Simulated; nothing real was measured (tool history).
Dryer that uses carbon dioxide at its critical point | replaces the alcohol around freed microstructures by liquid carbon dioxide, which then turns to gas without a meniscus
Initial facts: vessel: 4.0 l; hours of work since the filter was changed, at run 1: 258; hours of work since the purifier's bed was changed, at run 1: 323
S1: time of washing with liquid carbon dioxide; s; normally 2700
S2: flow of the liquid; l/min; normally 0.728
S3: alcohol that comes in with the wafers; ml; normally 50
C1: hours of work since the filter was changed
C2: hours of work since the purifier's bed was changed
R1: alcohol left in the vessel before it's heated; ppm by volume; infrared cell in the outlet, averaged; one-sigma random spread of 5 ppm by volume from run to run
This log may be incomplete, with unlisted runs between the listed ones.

| run | hour | S1 | S2 | S3 | C1 | C2 | R1 |
|---|---|---|---|---|---|---|---|
| 1 | 0 | 2700 | 0.728 | 50 | 258 | 323 | 129 |
| 2 | 10.1 | 2700 | 0.728 | 50 | 261 | 326 | 127 |
| 3 | 30.4 | 2700 | 0.728 | 50 | 269 | 333 | 137 |
| 4 | 45.2 | 2700 | 0.728 | 50 | 274 | 339 | 144 |
| 5 | 63.7 | 2700 | 0.728 | 50 | 280 | 345 | 144 |
| 6 | 75.2 | 2700 | 0.728 | 50 | 285 | 349 | 138 |
| 7 | 92.9 | 2700 | 0.728 | 50 | 291 | 355 | 143 |
| 8 | 105.2 | 2700 | 0.728 | 50 | 295 | 360 | 143 |
| 9 | 117.1 | 4320 | 0.728 | 50 | 299 | 364 | 79 |
| 10 | 133.8 | 2700 | 1.055 | 46 | 305 | 370 | 73 |
| 11 | 154.1 | 2520 | 1.055 | 46 | 312 | 377 | 90 |
| 12 | 168.4 | 2280 | 1.031 | 39 | 318 | 382 | 102 |
| 13 | 186.9 | 2280 | 1.031 | 39 | 324 | 389 | 92 |
| 14 | 211.3 | 3780 | 0.743 | 50 | 333 | 397 | 80 |
| 15 | 231.5 | 1620 | 0.563 | 49 | 340 | 404 | 1333 |
| 16 | 252.8 | 2700 | 1.004 | 69 | 347 | 412 | 97 |
| 17 | 272.4 | 1920 | 0.728 | 100 | 354 | 419 | 812 |

A few steps of R1 between consecutive runs. Split each: what settings, incoming material and random variation would produce without the hidden state, and what is left over for the hidden state, along with gauge scatter present in only one of the two compared results (measured, and without hidden state):
The tool's hidden condition here consists of: flow that reaches the vessel past the clogged filter, %; alcohol in the recycled carbon dioxide, ppm; drift of the gauge itself on alcohol_ppm, %.
Run 14 -> 15: S1 3780 -> 1620, S2 0.743 -> 0.563, S3 50 -> 49. R1 +1253 ppm by volume: hidden state +428, all else +825.
